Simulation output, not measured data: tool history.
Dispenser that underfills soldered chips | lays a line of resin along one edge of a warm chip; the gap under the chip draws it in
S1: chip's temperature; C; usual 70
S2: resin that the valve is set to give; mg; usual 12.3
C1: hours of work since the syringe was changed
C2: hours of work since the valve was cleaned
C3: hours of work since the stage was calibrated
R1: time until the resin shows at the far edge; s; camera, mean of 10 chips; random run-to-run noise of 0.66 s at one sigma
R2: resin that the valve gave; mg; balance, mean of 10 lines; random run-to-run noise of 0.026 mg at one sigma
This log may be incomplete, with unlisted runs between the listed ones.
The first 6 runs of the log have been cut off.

run   hour  S1    S2  C1  C2   C3     R1     R2
      34.5  -- new syringe of resin
  7   41.2  70  12.3   5  18  148   72.9  12.25
      46.2  -- new syringe of resin
  8   49.0  70  12.3   2  23  154   65.6  12.16
  9   56.3  70  12.3   8  29  160   81.8  12.13
      58.4  -- new syringe of resin
 10   62.3  70  12.3   3  33  164   66.0  12.14
      70.4  -- new syringe of resin
 11   70.6  70  12.3   0  39  170   60.6  12.05
 12   76.0  61  12.3   4  43  174  110.0  12.07
 13   80.2  61  12.3   7  46  177  124.3  11.96
      82.2  -- new syringe of resin
 14   85.8  61  12.3   3  50  181  104.1  12.01
      94.1  -- new syringe of resin
 15   94.1  70  12.3   0  57  188   61.4  11.96
 16   98.9  72  12.0   4  60  191   63.7  11.62
 17  105.4  67  15.8   9  65  196   96.6  15.34
     106.3  -- new syringe of resin
     108.1  -- dispensing valve cleaned and set on the balance
 18  112.8  67  15.8   4   4  201   83.8  15.77
 19  116.8  67  15.8   7   7  204   94.6  15.67
     119.0  -- new syringe of resin
 20  121.3  67  15.8   2  10  207   73.0  15.75
 21  128.2  74  14.3   7  15  212   64.1  14.20
     131.0  -- new syringe of resin
 22  135.6  74  14.3   3  20  218   56.2  14.17
 23  141.6  63  11.7   8  25  222  114.6  11.53
     142.7  -- new syringe of resin
 24  150.0  79  13.4   6  31  228   50.6  13.15
     154.7  -- new syringe of resin
 25  154.7  69  11.7   0  34  232   64.3  11.51
 26  161.9  76  14.8   5  40  237   56.2  14.48
     166.5  -- new syringe of resin
 27  169.4  76  14.8   2  45  243   49.6  14.48
 28  176.7  82  15.3   8  51  248   46.4  14.96
     178.8  -- new syringe of resin
 29  181.8  82  15.3   2  55  252   37.9  14.88
     190.7  -- new syringe of resin
 30  190.7  70  15.1   0  61  258   59.2  14.63

Branching from run 30: 5 alternative next runs. What would each branch give?
     198.4  -- dispensing valve cleaned and set on the balance
  A  199.9  83  11.8   6   1  264   ?   ?
     198.4  -- dispensing valve cleaned and set on the balance
  B  199.9  77  12.4   6   1  264   ?   ?
     198.4  -- dispensing valve cleaned and set on the balance
  C  199.9  73  10.7   6   1  264   ?   ?
     198.4  -- dispensing valve cleaned and set on the balance
  D  199.9  82  10.9   6   1  264   ?   ?
     198.4  -- dispensing valve cleaned and set on the balance
  E  199.9  64  13.2   6   1  264   ?   ?

run     R1     R2
  A   43.0  11.76
  B   56.6  12.42
  C   69.9  10.69
  D   46.5  10.92
  E  103.4  13.15
Had the tool no hidden state, the same runs would have come out as:
run    R1     R2
  A  32.3  11.77
  B  42.6  12.43
  C  52.6  10.70
  D  35.1  10.93
  E  77.6  13.16
